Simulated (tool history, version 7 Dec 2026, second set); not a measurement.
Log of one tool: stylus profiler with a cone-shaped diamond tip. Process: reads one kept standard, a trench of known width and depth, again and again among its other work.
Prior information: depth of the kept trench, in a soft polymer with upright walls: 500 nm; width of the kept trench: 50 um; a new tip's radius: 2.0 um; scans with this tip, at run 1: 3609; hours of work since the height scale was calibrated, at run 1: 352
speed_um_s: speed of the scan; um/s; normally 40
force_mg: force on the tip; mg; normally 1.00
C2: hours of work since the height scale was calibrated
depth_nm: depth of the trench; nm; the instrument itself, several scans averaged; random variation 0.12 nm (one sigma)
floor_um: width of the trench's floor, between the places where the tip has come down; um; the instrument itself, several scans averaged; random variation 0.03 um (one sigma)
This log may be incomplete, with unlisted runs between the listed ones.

Run 1, hour 0.0: usual settings; scans with this tip 3609; C2 352. Result: depth_nm 504.13 nm, floor_um 46.83 um.
Run 2, hour 37.9: usual settings but force_mg 0.54 mg; scans with this tip 3804; C2 371. Result: depth_nm 502.55 nm, floor_um 46.71 um.
Run 3, hour 90.5: usual settings but force_mg 0.54 mg; scans with this tip 4075; C2 397. Result: depth_nm 502.74 nm, floor_um 46.68 um.
Run 4, hour 150.0: usual settings but force_mg 0.54 mg; scans with this tip 4381; C2 427. Result: depth_nm 502.46 nm, floor_um 46.67 um.
At hour 153.4: height scale calibrated on a step standard.
Run 5, hour 207.8: usual settings but speed_um_s 102 um/s, force_mg 0.54 mg; scans with this tip 4676; C2 27. Result: depth_nm 502.43 nm, floor_um 46.31 um.
Run 6, hour 242.2: usual settings but speed_um_s 102 um/s, force_mg 0.54 mg; scans with this tip 4852; C2 44. Result: depth_nm 502.49 nm, floor_um 46.30 um.
Run 7, hour 288.8: usual settings but speed_um_s 37 um/s, force_mg 0.54 mg; scans with this tip 5092; C2 68. Result: depth_nm 502.21 nm, floor_um 46.64 um.

Forecast run 8:
Run 8, hour 343.8: usual settings but speed_um_s 25 um/s, force_mg 0.49 mg; scans with this tip 5375; C2 95. Result: depth_nm ?, floor_um ?.

depth_nm: 502.18 nm
floor_um: 46.69 um
With no hidden state in the tool, this same run would have given depth_nm 502.86 nm, floor_um 47.18 um.
